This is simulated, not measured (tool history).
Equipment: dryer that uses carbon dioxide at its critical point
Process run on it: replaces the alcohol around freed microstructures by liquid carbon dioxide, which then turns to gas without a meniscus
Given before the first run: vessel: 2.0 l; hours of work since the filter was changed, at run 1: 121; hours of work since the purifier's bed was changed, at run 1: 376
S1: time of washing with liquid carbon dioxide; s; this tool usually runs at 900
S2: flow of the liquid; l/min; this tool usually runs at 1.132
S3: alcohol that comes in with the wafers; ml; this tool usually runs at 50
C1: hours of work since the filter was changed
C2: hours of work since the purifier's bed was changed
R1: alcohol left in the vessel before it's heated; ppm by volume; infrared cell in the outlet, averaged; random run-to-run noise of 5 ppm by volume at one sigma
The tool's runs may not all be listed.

Run 1, hour 0: usual settings; C1 121; C2 376. Result: R1 86 ppm by volume.
Run 2, hour 25.9: usual settings; C1 140; C2 395. Result: R1 106 ppm by volume.
Run 3, hour 61: usual settings but S2 0.76 l/min; C1 165; C2 420. Result: R1 292 ppm by volume.
At hour 91.8: inlet filter changed.
Run 4, hour 91.8: usual settings but S2 0.9 l/min; C1 0; C2 441. Result: R1 147 ppm by volume.
Run 5, hour 125.1: usual settings but S2 0.9 l/min; C1 24; C2 465. Result: R1 155 ppm by volume.
Run 6, hour 166.4: usual settings; C1 54; C2 495. Result: R1 120 ppm by volume.
Run 7, hour 204.8: usual settings; C1 81; C2 523. Result: R1 130 ppm by volume.
Run 8, hour 241.6: usual settings; C1 108; C2 549. Result: R1 128 ppm by volume.
Run 9, hour 263: usual settings; C1 123; C2 564. Result: R1 128 ppm by volume.
Run 10, hour 303.7: usual settings but S1 1020 s; C1 152; C2 594. Result: R1 129 ppm by volume.
Run 11, hour 322.1: usual settings but S1 1020 s; C1 165; C2 607. Result: R1 124 ppm by volume.
Run 12, hour 344.1: usual settings but S1 1020 s; C1 181; C2 623. Result: R1 131 ppm by volume.
At hour 354: inlet filter changed.
Run 13, hour 376.5: usual settings but S1 1020 s; C1 16; C2 645. Result: R1 139 ppm by volume.
Run 14, hour 406.3: usual settings but S1 660 s; C1 38; C2 667. Result: R1 240 ppm by volume.
Run 15, hour 428.1: usual settings but S1 660 s; C1 53; C2 682. Result: R1 237 ppm by volume.
Run 16, hour 456: usual settings; C1 73; C2 702. Result: R1 153 ppm by volume.
Run 17, hour 473.5: usual settings but S2 0.8 l/min; C1 86; C2 715. Result: R1 278 ppm by volume.
Run 18, hour 515.4: usual settings but S2 0.8 l/min; C1 116; C2 745. Result: R1 287 ppm by volume.
Run 19, hour 544.5: usual settings but S2 0.8 l/min; C1 137; C2 766. Result: R1 288 ppm by volume.
Run 20, hour 578.9: usual settings but S2 0.8 l/min; C1 162; C2 791. Result: R1 302 ppm by volume.
Run 21, hour 601.3: usual settings but S2 0.8 l/min; C1 178; C2 807. Result: R1 312 ppm by volume.
At hour 615.6: inlet filter changed.
Run 22, hour 622.1: usual settings but S2 0.8 l/min; C1 5; C2 821. Result: R1 300 ppm by volume.
Run 23, hour 661.4: usual settings but S2 0.8 l/min; C1 33; C2 849. Result: R1 288 ppm by volume.
Run 24, hour 694.4: usual settings but S2 1.37 l/min, S3 82 ml; C1 57; C2 873. Result: R1 179 ppm by volume.
Run 25, hour 715.7: usual settings but S2 1.37 l/min, S3 82 ml; C1 72; C2 888. Result: R1 180 ppm by volume.
Run 26, hour 744.4: usual settings but S2 1.32 l/min, S3 83 ml; C1 93; C2 909. Result: R1 188 ppm by volume.
Run 27, hour 780.6: usual settings but S1 600 s, S3 92 ml; C1 119; C2 935. Result: R1 520 ppm by volume.
Run 28, hour 806: usual settings but S1 600 s, S3 92 ml; C1 137; C2 953. Result: R1 517 ppm by volume.
Run 29, hour 842.7: usual settings but S3 92 ml; C1 163; C2 979. Result: R1 222 ppm by volume.
Run 30, hour 871.8: usual settings but S1 960 s, S2 0.7 l/min; C1 184; C2 1000. Result: R1 445 ppm by volume.
At hour 878.2: inlet filter changed.
Run 31, hour 906.8: usual settings but S1 660 s, S2 0.76 l/min, S3 48 ml; C1 21; C2 1025. Result: R1 792 ppm by volume.

The next listed run, before its measurement:
Run 32, hour 927.6: usual settings but S1 660 s, S2 0.76 l/min, S3 48 ml; C1 36; C2 1040. Result: R1 ?.

R1: 789 ppm by volume
Without the tool's hidden state the same run would have given R1 560 ppm by volume.
